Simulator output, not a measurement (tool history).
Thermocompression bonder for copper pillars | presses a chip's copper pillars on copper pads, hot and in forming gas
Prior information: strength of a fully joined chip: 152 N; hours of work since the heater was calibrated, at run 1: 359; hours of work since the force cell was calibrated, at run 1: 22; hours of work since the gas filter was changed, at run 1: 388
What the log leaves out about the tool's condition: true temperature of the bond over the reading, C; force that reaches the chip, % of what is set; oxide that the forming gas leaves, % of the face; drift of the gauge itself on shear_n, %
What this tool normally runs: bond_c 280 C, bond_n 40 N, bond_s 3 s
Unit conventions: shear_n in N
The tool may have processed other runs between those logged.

run,hour,bond_c,bond_n,bond_s,hours of work since the heater was calibrated,hours of work since the force cell was calibrated,hours of work since the gas filter was changed,shear_n
1,0.0,280,40,3,359,22,388,110.2
2,14.2,280,40,3,367,30,396,111.3
3,32.8,280,40,3,377,40,406,109.2
4,46.5,291,40,3,385,48,414,120.8
5,61.0,280,32,3,393,56,422,99.6
6,70.5,280,25,3,398,61,427,86.9
# hour 83.3: forming gas filter changed
7,88.9,280,29,3,408,71,3,95.0
8,98.0,280,29,3,413,76,8,93.7
9,106.8,280,29,3,418,81,13,94.2
10,119.0,280,29,3,424,88,20,95.3
11,134.7,280,40,3,433,96,28,110.9
12,147.6,280,40,3,440,104,36,109.2
13,161.6,280,40,3,448,111,43,110.4
14,176.2,280,28,3,456,119,51,92.4
15,185.5,280,40,6,461,125,57,126.4
16,202.3,296,40,6,471,134,66,138.4
17,219.3,296,40,6,480,143,75,140.3
18,232.4,280,51,3,487,150,83,121.2
19,244.2,280,40,3,494,157,89,110.3
20,261.4,280,40,4,503,167,99,118.7
21,279.9,280,40,2,514,177,109,100.4
22,294.6,253,57,5,522,185,117,113.8
23,303.7,253,57,5,527,190,122,114.8
24,317.4,253,57,4,534,198,130,106.7
25,334.1,253,57,4,544,207,139,106.9
26,344.5,253,40,7,549,213,145,105.1
27,361.6,271,26,3,559,222,154,80.4
28,370.1,280,28,2,564,227,159,82.1
29,385.7,275,40,2,572,235,167,92.2
30,400.7,287,40,3,580,244,176,116.2
31,413.4,287,40,3,588,251,183,115.9
32,432.3,272,56,3,598,261,193,117.0
33,449.7,272,56,3,608,271,203,119.4
34,462.2,272,56,7,615,278,210,138.1
35,474.1,272,55,7,621,284,216,136.4
36,488.1,300,54,9,629,292,224,148.6
37,498.8,300,54,9,635,298,230,147.0
38,511.3,300,54,9,642,305,237,148.2
39,520.2,284,26,7,647,310,242,118.3
40,537.7,260,31,6,656,320,252,96.0

Hidden state at the last listed run before each entry between runs and at the first one after, where it differs:
Runs 6 to 7: forming gas filter changed (hour 83.3)
  oxide that the forming gas leaves, % of the face: 0.79 -> 0.51

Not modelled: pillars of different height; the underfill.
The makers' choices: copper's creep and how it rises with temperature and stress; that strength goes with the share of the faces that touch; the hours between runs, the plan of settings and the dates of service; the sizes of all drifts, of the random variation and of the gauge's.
